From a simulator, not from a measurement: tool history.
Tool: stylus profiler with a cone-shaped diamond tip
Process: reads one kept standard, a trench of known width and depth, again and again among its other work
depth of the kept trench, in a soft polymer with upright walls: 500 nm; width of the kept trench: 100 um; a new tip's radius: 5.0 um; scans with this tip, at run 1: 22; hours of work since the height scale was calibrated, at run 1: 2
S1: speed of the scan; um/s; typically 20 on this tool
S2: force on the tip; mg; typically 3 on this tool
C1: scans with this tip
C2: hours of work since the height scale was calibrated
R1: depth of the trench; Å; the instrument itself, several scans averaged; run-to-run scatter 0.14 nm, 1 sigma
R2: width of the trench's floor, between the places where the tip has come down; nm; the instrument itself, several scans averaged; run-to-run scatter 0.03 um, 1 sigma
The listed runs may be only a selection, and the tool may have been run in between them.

{"run": 1, "hour": 0.0, "S1": 20, "S2": 3, "C1": 22, "C2": 2, "R1": 5030.6, "R2": 95520}
{"run": 2, "hour": 13.0, "S1": 73, "S2": 3, "C1": 96, "C2": 10, "R1": 5029.8, "R2": 95320}
{"run": 3, "hour": 37.0, "S1": 73, "S2": 3, "C1": 234, "C2": 24, "R1": 5028.8, "R2": 95280}
{"run": 4, "hour": 49.8, "S1": 20, "S2": 3, "C1": 307, "C2": 32, "R1": 5028.4, "R2": 95490}
{"run": 5, "hour": 71.8, "S1": 20, "S2": 3, "C1": 433, "C2": 45, "R1": 5029.5, "R2": 95440}
{"run": 6, "hour": 83.8, "S1": 20, "S2": 3, "C1": 502, "C2": 52, "R1": 5027.8, "R2": 95410}
{"run": 7, "hour": 108.5, "S1": 24, "S2": 3, "C1": 643, "C2": 66, "R1": 5030.2, "R2": 95370}
{"run": 8, "hour": 132.5, "S1": 20, "S2": 2.43, "C1": 781, "C2": 81, "R1": 5024.5, "R2": 95290}
{"run": 9, "hour": 152.6, "S1": 20, "S2": 2.33, "C1": 896, "C2": 93, "R1": 5022, "R2": 95280}
{"run": 10, "hour": 174.4, "S1": 20, "S2": 2.33, "C1": 1021, "C2": 105, "R1": 5021.9, "R2": 95260}
{"run": 11, "hour": 196.8, "S1": 20, "S2": 3, "C1": 1149, "C2": 119, "R1": 5028.2, "R2": 95210}
{"run": 12, "hour": 213.8, "S1": 20, "S2": 3, "C1": 1246, "C2": 129, "R1": 5028.7, "R2": 95210}
{"run": 13, "hour": 237.9, "S1": 20, "S2": 4.19, "C1": 1384, "C2": 143, "R1": 5033.8, "R2": 95200}
{"run": 14, "hour": 250.3, "S1": 20, "S2": 1.59, "C1": 1455, "C2": 150, "R1": 5018.1, "R2": 95130}
{"run": 15, "hour": 263.2, "S1": 20, "S2": 1.59, "C1": 1529, "C2": 158, "R1": 5015.7, "R2": 95070}
{"run": 16, "hour": 287.1, "S1": 20, "S2": 1.59, "C1": 1666, "C2": 172, "R1": 5013.7, "R2": 95030}
{"run": 17, "hour": 299.0, "S1": 20, "S2": 1.59, "C1": 1734, "C2": 179, "R1": 5014.9, "R2": 95060}
{"run": 18, "hour": 315.7, "S1": 30, "S2": 2.02, "C1": 1830, "C2": 189, "R1": 5019.6, "R2": 94950}
{"run": 19, "hour": 331.3, "S1": 30, "S2": 2.02, "C1": 1919, "C2": 198, "R1": 5016.8, "R2": 95000}
{"run": 20, "hour": 352.4, "S1": 50, "S2": 5.57, "C1": 2040, "C2": 211, "R1": 5041.1, "R2": 94940}
{"run": 21, "hour": 367.5, "S1": 33, "S2": 2.07, "C1": 2127, "C2": 220, "R1": 5016.7, "R2": 94910}
{"run": 22, "hour": 390.7, "S1": 33, "S2": 2.07, "C1": 2259, "C2": 233, "R1": 5016.7, "R2": 94900}
{"run": 23, "hour": 415.3, "S1": 33, "S2": 2.07, "C1": 2400, "C2": 248, "R1": 5016.9, "R2": 94850}
{"run": 24, "hour": 429.0, "S1": 33, "S2": 3.7, "C1": 2479, "C2": 256, "R1": 5031.6, "R2": 94860}
{"run": 25, "hour": 451.1, "S1": 73, "S2": 4.04, "C1": 2605, "C2": 269, "R1": 5031.4, "R2": 94710}
{"run": 26, "hour": 466.2, "S1": 19, "S2": 3, "C1": 2692, "C2": 278, "R1": 5024.2, "R2": 94830}
{"run": 27, "hour": 487.3, "S1": 10, "S2": 4.92, "C1": 2813, "C2": 290, "R1": 5030.5, "R2": 94830}
{"run": 28, "hour": 511.7, "S1": 16, "S2": 7.72, "C1": 2952, "C2": 305, "R1": 5048.2, "R2": 94830}
{"run": 29, "hour": 529.4, "S1": 43, "S2": 4.76, "C1": 3053, "C2": 315, "R1": 5036.2, "R2": 94660}
{"run": 30, "hour": 547.7, "S1": 43, "S2": 4.76, "C1": 3158, "C2": 326, "R1": 5031.7, "R2": 94730}
{"run": 31, "hour": 560.9, "S1": 43, "S2": 4.76, "C1": 3234, "C2": 334, "R1": 5033, "R2": 94640}
{"run": 32, "hour": 579.1, "S1": 43, "S2": 4.76, "C1": 3338, "C2": 345, "R1": 5031.7, "R2": 94630}
{"run": 33, "hour": 596.1, "S1": 76, "S2": 7.69, "C1": 3435, "C2": 355, "R1": 5049.2, "R2": 94510}

Predict each of these 3 candidate next runs independently; none follows another, all start after run 33:
{"run": "A", "hour": 608.7, "S1": 20, "S2": 8.42, "C1": 3508, "C2": 362, "R1": "?", "R2": "?"}
{"run": "B", "hour": 608.7, "S1": 62, "S2": 3, "C1": 3508, "C2": 362, "R1": "?", "R2": "?"}
{"run": "C", "hour": 608.7, "S1": 20, "S2": 6.6, "C1": 3508, "C2": 362, "R1": "?", "R2": "?"}

run=A R1=5050.5 R2=94660
run=B R1=5022.9 R2=94470
run=C R1=5040.8 R2=94680
With no hidden state in the tool, these same runs would have given:
run=A R1=5059.3 R2=95590
run=B R1=5031.6 R2=95400
run=C R1=5049.6 R2=95600

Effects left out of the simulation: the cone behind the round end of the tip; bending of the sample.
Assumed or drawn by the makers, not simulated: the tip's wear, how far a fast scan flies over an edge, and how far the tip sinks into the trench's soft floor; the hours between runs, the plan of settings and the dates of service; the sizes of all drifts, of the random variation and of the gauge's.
